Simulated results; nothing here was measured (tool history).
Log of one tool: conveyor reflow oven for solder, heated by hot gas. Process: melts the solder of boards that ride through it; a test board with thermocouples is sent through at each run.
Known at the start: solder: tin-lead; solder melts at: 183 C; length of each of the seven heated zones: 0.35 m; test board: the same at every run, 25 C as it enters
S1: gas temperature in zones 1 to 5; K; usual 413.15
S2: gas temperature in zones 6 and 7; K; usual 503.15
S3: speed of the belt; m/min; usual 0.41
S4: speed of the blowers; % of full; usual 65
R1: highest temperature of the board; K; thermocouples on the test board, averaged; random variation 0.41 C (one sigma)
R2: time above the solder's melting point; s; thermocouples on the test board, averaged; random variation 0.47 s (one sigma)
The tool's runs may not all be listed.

Run 1, hour 0: usual settings. Result: R1 481.45 K, R2 67.2 s.
Run 2, hour 7.4: usual settings. Result: R1 482.35 K, R2 66.6 s.
Run 3, hour 15.6: usual settings. Result: R1 481.45 K, R2 65.6 s.
Run 4, hour 20.4: usual settings but S3 0.331 m/min. Result: R1 487.75 K, R2 95.2 s.
Run 5, hour 26.8: usual settings but S3 0.331 m/min. Result: R1 488.05 K, R2 95.3 s.
Run 6, hour 33: usual settings but S3 0.331 m/min. Result: R1 487.95 K, R2 94.3 s.
Run 7, hour 41.5: usual settings but S2 497.15 K. Result: R1 476.05 K, R2 58.4 s.
Run 8, hour 50.9: usual settings but S2 497.15 K. Result: R1 476.35 K, R2 58.6 s.
Run 9, hour 60.1: usual settings but S2 497.15 K. Result: R1 476.95 K, R2 58.9 s.
Run 10, hour 65.5: usual settings but S1 427.15 K, S2 512.15 K, S4 61 % of full. Result: R1 490.75 K, R2 85.5 s.
Run 11, hour 69.7: usual settings but S1 427.15 K, S2 512.15 K, S4 61 % of full. Result: R1 490.85 K, R2 84.4 s.
Run 12, hour 76.5: usual settings but S1 427.15 K, S2 512.15 K, S4 61 % of full. Result: R1 489.65 K, R2 84.8 s.
Run 13, hour 82.4: usual settings but S1 412.15 K, S2 507.15 K, S3 0.372 m/min, S4 55 % of full. Result: R1 484.45 K, R2 76.4 s.
Run 14, hour 87.1: usual settings but S3 0.426 m/min. Result: R1 479.65 K, R2 61.1 s.
At hour 95.9: thermocouples of zones 6 and 7 changed.
Run 15, hour 97.3: usual settings but S3 0.449 m/min. Result: R1 479.85 K, R2 57 s.

The same runs without the tool's hidden state, with the same run-to-run variation:
The hidden state here: heat that the gas passes to the board, % of a clean oven's; belt's true speed, % of the reading; true gas temperature in zones 6 and 7 over the reading, C; drift of the gauge itself on peak_c, C; drift of the gauge itself on liquid_s, %.
run      R1     R2
  1  487.25   75.3
  2  488.15   74.7
  3  487.35   73.9
  4  492.95  102.1
  5  493.35  102.3
  6  493.25  101.3
  7  481.85   68.3
  8  482.35   68.7
  9  482.95   69.1
 10  496.65   91.1
 11  496.75   90.1
 12  495.55   90.5
 13  490.25   84.4
 14  486.25   70.6
 15  484.65   64.2
